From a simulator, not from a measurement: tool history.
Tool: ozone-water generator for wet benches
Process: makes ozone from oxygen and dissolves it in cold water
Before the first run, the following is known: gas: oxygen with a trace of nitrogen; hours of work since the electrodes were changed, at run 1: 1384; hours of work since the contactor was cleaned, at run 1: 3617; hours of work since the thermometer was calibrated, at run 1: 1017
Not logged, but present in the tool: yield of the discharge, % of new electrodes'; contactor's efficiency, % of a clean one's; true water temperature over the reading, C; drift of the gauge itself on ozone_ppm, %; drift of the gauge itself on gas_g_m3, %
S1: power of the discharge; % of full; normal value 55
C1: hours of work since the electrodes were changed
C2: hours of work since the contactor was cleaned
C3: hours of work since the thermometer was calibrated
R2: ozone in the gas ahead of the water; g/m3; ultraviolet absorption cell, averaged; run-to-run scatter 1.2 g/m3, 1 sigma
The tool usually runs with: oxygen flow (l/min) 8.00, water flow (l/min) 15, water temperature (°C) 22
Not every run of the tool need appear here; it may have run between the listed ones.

Run 1, hour 0.0: usual settings; C1 1384; C2 3617; C3 1017. Result: dissolved ozone (ppm) 32.2, R2 217.7 g/m3.
Run 2, hour 31.2: usual settings; C1 1412; C2 3646; C3 1045. Result: dissolved ozone (ppm) 32.3, R2 217.7 g/m3.
Run 3, hour 47.8: usual settings; C1 1427; C2 3661; C3 1060. Result: dissolved ozone (ppm) 32.2, R2 216.7 g/m3.
Run 4, hour 77.6: usual settings but oxygen flow (l/min) 13.45; C1 1454; C2 3687; C3 1087. Result: dissolved ozone (ppm) 31.2, R2 180.0 g/m3.
Run 5, hour 96.2: usual settings but oxygen flow (l/min) 13.45; C1 1470; C2 3704; C3 1103. Result: dissolved ozone (ppm) 31.3, R2 178.4 g/m3.
Run 6, hour 123.2: usual settings; C1 1495; C2 3729; C3 1128. Result: dissolved ozone (ppm) 32.6, R2 217.5 g/m3.
Run 7, hour 143.7: usual settings; C1 1513; C2 3747; C3 1146. Result: dissolved ozone (ppm) 32.1, R2 217.3 g/m3.
Run 8, hour 168.0: usual settings but S1 98 % of full, oxygen flow (l/min) 8.68, water temperature (°C) 25; C1 1535; C2 3769; C3 1168. Result: dissolved ozone (ppm) 43.3, R2 299.9 g/m3.
Run 9, hour 198.4: usual settings but S1 98 % of full, oxygen flow (l/min) 8.68, water temperature (°C) 25; C1 1563; C2 3796; C3 1196. Result: dissolved ozone (ppm) 43.4, R2 301.0 g/m3.
Run 10, hour 224.0: usual settings but S1 53 % of full, oxygen flow (l/min) 10.83, water flow (l/min) 13, water temperature (°C) 23; C1 1586; C2 3819; C3 1219. Result: dissolved ozone (ppm) 32.8, R2 189.7 g/m3.
Run 11, hour 253.6: usual settings but S1 85 % of full, oxygen flow (l/min) 4.23, water flow (l/min) 21, water temperature (°C) 16; C1 1612; C2 3846; C3 1245. Result: dissolved ozone (ppm) 33.5, R2 361.7 g/m3.
Run 12, hour 289.0: usual settings but S1 85 % of full, oxygen flow (l/min) 4.23, water flow (l/min) 21, water temperature (°C) 16; C1 1644; C2 3878; C3 1277. Result: dissolved ozone (ppm) 33.6, R2 357.9 g/m3.
Run 13, hour 309.4: usual settings but S1 85 % of full, oxygen flow (l/min) 4.36, water flow (l/min) 22, water temperature (°C) 16; C1 1663; C2 3897; C3 1296. Result: dissolved ozone (ppm) 32.4, R2 355.4 g/m3.
Run 14, hour 331.5: usual settings but S1 85 % of full, oxygen flow (l/min) 4.36, water flow (l/min) 22, water temperature (°C) 16; C1 1683; C2 3917; C3 1316. Result: dissolved ozone (ppm) 32.1, R2 358.7 g/m3.

4 ways to go on from here, each from the tool as it stands after run 14. What would each give?
Run A, hour 359.0: usual settings but S1 67 % of full, oxygen flow (l/min) 4.06, water flow (l/min) 22, water temperature (°C) 18; C1 1708; C2 3941; C3 1341. Result: dissolved ozone (ppm) ?, R2 ?.
Run B, hour 359.0: usual settings but water flow (l/min) 13, water temperature (°C) 16; C1 1708; C2 3941; C3 1341. Result: dissolved ozone (ppm) ?, R2 ?.
Run C, hour 359.0: usual settings but S1 50 % of full, oxygen flow (l/min) 4.39, water flow (l/min) 22, water temperature (°C) 21; C1 1708; C2 3941; C3 1341. Result: dissolved ozone (ppm) ?, R2 ?.
Run D, hour 359.0: usual settings but S1 67 % of full, water temperature (°C) 14; C1 1708; C2 3941; C3 1341. Result: dissolved ozone (ppm) ?, R2 ?.

run  dissolved ozone (ppm)     R2
  A                   27.1  314.9
  B                   40.1  215.7
  C                   21.8  256.5
  D                   43.1  246.8
With no hidden state in the tool, these same runs would have given:
run  dissolved ozone (ppm)     R2
  A                   27.1  315.0
  B                   40.1  215.7
  C                   21.8  256.5
  D                   43.1  246.8
